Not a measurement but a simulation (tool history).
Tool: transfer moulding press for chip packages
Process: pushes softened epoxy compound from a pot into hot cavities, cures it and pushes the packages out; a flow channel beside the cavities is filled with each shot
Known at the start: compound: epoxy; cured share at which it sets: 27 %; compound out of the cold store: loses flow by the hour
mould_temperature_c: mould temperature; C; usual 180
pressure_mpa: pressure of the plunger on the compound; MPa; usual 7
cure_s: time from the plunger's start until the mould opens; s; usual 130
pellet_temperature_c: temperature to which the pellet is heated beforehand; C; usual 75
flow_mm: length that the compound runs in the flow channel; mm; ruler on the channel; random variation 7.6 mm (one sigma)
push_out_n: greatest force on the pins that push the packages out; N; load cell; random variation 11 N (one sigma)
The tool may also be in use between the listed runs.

run,hour,mould_temperature_c,pressure_mpa,cure_s,pellet_temperature_c,incoming compound's hours out of the cold store,flow_mm,push_out_n
1,0,180,7,130,75,46.8,759,493
2,24.4,180,7,163,75,31.8,817,399
3,50.2,180,7,163,75,29.4,803,398
4,67.7,180,7,163,75,21.3,852,396
# hour 83: cavities cleaned with cleaning compound and waxed
5,92,180,7,163,75,21.1,845,417
6,108.6,180,7,163,75,19,856,405
7,121.5,180,7,130,75,39.7,780,509
8,133.1,180,7,130,72,8.5,912,569
9,158,180,7,130,72,20.2,854,523
10,178,180,7,130,72,42.6,766,520
11,204.3,180,7,130,72,15.2,882,530
# hour 217.4: cavities cleaned with cleaning compound and waxed
12,224.3,180,8.46,130,75,13.2,980,552
13,245.7,180,7,130,75,27.3,822,520
14,264.1,180,7,130,75,25.4,824,533
15,281.2,180,8.48,130,75,9.7,983,550
# hour 295.2: plunger's sealing rings changed
16,300.3,180,6.48,130,73,13.3,851,568

The next listed run, before its measurement:
17,318,180,7,114,75,31.9,?,?

flow_mm: 807 mm
push_out_n: 661 N
Without the tool's hidden state the same run would have given flow_mm 807 mm, push_out_n 653 N.
